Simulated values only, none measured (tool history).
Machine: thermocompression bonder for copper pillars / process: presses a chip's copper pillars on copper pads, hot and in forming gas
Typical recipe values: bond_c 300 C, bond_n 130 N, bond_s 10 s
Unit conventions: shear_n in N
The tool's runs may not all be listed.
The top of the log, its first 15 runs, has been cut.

run	hour	bond_c	bond_n	bond_s	shear_n
16	806.9	300	130	10	82.9
17	854.5	300	130	10	80.8
18	893.6	300	130	10	77.5
19	949	300	130	10	75.8
20	989	324	130	10	89.3
# hour 1010.9: forming gas filter changed
21	1061.7	324	130	10	99
22	1117.6	324	130	10	96.5
23	1173.9	274	79	10	38.8
24	1229.1	321	85	28	89.8
25	1290.1	321	90	8	62.5
# hour 1319.8: forming gas filter changed
26	1326.4	284	130	30	105.5
27	1373.6	284	130	30	104.2
28	1432	284	130	30	101.7
29	1497	284	130	30	99.1
30	1567.9	299	154	10	89.5
31	1606.7	315	130	25	109.8
# hour 1633.5: forming gas filter changed
32	1639.9	300	105	13	77.5
33	1698.9	300	131	13	89.6
34	1752	310	151	13	105
35	1808	307	116	10	78.6
36	1880.3	299	171	7	86.6
# hour 1941.9: forming gas filter changed
37	1942.7	302	148	7	85.6
38	1983.3	285	105	19	79.1
39	2036.6	300	90	16	72

3 options for the next run, each taken on its own from the tool as it stands now. Forecast them:
A	2077.9	305	150	23	?
B	2077.9	290	133	7	?
C	2077.9	283	157	14	?

run	shear_n
A	117.9
B	69.3
C	94
What these runs would have given with no unlogged condition in the tool:
run	shear_n
A	119.2
B	68
C	93.4

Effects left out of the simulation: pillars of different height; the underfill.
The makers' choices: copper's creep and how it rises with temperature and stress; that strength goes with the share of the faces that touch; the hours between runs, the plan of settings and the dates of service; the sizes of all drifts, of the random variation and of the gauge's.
